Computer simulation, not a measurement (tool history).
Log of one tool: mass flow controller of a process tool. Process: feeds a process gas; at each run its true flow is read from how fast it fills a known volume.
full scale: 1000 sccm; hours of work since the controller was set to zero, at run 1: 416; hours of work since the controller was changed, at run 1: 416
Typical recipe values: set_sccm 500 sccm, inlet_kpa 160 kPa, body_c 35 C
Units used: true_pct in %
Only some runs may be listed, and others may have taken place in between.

| run | hour | set_sccm | inlet_kpa | body_c | hours of work since the controller was set to zero | hours of work since the controller was changed | true_pct |
|---|---|---|---|---|---|---|---|
| 1 | 0 | 500 | 160 | 35 | 416 | 416 | 98.43 |
| 2 | 88 | 500 | 160 | 35 | 467 | 467 | 98.55 |
| 3 | 207.9 | 500 | 160 | 34 | 536 | 536 | 98.54 |
| 4 | 315.2 | 500 | 160 | 34 | 598 | 598 | 98.52 |
| 5 | 406.7 | 500 | 160 | 34 | 651 | 651 | 98.59 |
| 6 | 514.8 | 500 | 160 | 34 | 713 | 713 | 98.48 |
| 7 | 657.3 | 500 | 160 | 34 | 795 | 795 | 98.52 |
| 8 | 782.6 | 500 | 160 | 34 | 867 | 867 | 98.62 |
| 9 | 881.6 | 500 | 160 | 35 | 924 | 924 | 98.49 |
| 10 | 1044.3 | 152 | 277 | 35 | 1018 | 1018 | 97.03 |

Alternative continuations, all from the tool just after run 10; predict every row:
| A | 1181.8 | 788 | 277 | 35 | 1097 | 1097 | ? |
| B | 1181.8 | 247 | 196 | 28 | 1097 | 1097 | ? |
| C | 1181.8 | 500 | 160 | 25 | 1097 | 1097 | ? |

| run | true_pct |
|---|---|
| A | 98.59 |
| B | 98.01 |
| C | 99.04 |
Without the tool's hidden state the same runs would have given:
| run | true_pct |
|---|---|
| A | 98.59 |
| B | 98.01 |
| C | 99.04 |
